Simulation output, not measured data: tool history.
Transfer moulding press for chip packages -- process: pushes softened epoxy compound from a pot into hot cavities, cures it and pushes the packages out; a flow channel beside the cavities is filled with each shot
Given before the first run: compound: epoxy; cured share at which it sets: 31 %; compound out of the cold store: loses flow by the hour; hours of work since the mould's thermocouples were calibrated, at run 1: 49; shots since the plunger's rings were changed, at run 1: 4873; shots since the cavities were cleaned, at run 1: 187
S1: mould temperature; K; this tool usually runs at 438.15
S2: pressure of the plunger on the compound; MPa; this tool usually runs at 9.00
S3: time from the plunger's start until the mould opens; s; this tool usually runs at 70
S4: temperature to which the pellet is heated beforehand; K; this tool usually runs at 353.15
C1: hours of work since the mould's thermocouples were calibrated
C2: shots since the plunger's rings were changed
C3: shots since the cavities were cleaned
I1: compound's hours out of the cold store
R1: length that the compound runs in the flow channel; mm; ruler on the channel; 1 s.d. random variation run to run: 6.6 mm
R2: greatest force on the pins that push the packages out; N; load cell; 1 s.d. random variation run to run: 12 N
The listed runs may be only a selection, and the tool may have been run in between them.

run	hour	S1	S2	S3	S4	C1	C2	C3	I1	R1	R2
1	0.0	438.15	9.00	70	353.15	49	4873	187	31.6	714	700
2	8.4	438.15	9.00	70	353.15	54	5000	314	33.0	721	751
3	18.3	438.15	9.00	77	353.15	61	5148	462	29.7	730	629
4	30.5	438.15	9.00	77	353.15	68	5332	646	46.6	690	625
5	38.6	438.15	9.00	62	353.15	74	5453	767	39.1	709	1224
# hour 41.1: cavities cleaned with cleaning compound and waxed
6	52.8	438.15	9.00	62	353.15	82	5645	177	25.0	736	1314
# hour 56.9: plunger's sealing rings changed
7	65.3	438.15	9.00	62	353.15	88	127	327	28.9	747	1370
8	72.2	438.15	9.00	70	353.15	92	230	430	45.9	699	927
9	79.1	438.15	9.00	70	353.15	97	334	534	33.1	737	953
10	88.2	438.15	9.00	70	353.15	103	471	671	42.5	724	939
# hour 97.0: cavities cleaned with cleaning compound and waxed
11	101.7	438.15	9.00	70	353.15	110	651	71	27.0	758	637
12	112.7	438.15	9.00	70	353.15	117	816	236	34.7	737	701
# hour 117.8: cavities cleaned with cleaning compound and waxed, once more
13	124.9	438.15	9.00	70	353.15	124	978	107	10.4	789	685
14	133.0	438.15	9.00	70	353.15	129	1099	228	18.5	766	728
15	144.5	443.15	9.24	53	344.15	137	1273	402	17.8	775	1229
16	150.7	436.15	6.99	75	351.15	141	1365	494	14.6	700	790
17	160.2	436.15	6.99	75	351.15	147	1508	637	17.6	686	822
# hour 171.0: cavities cleaned with cleaning compound and waxed
18	171.0	440.15	9.52	50	349.15	153	1649	0	14.6	802	1258
19	179.5	440.15	9.52	50	349.15	158	1776	127	14.6	803	1403
20	187.8	440.15	9.52	50	349.15	163	1901	252	45.1	727	1449
21	195.9	435.15	9.52	50	363.15	168	2022	373	47.1	720	1726
22	202.2	431.15	9.00	70	354.15	172	2117	468	47.4	709	1229
23	211.7	431.15	10.09	70	354.15	179	2260	611	42.5	753	1350
24	219.8	438.15	10.51	81	353.15	184	2382	733	13.3	828	596
# hour 224.2: cavities cleaned with cleaning compound and waxed
25	229.8	441.15	8.99	63	348.15	189	2510	84	30.7	729	674
26	236.0	438.15	6.85	70	346.15	193	2604	178	36.2	629	679
27	242.0	438.15	10.72	70	353.15	197	2693	267	45.6	751	684

Forecast each of these 4 alternatives for the next run:
A	247.8	443.15	10.72	62	356.15	201	2781	355	34.3	?	?
B	247.8	442.15	10.06	70	356.15	201	2781	355	35.9	?	?
C	247.8	442.15	9.00	97	363.15	201	2781	355	12.3	?	?
D	247.8	438.15	7.07	70	353.15	201	2781	355	42.4	?	?

run	R1	R2
A	786	686
B	749	531
C	785	396
D	628	724
With no hidden state in the tool, these same runs would have given:
run	R1	R2
A	804	536
B	766	415
C	803	308
D	642	568

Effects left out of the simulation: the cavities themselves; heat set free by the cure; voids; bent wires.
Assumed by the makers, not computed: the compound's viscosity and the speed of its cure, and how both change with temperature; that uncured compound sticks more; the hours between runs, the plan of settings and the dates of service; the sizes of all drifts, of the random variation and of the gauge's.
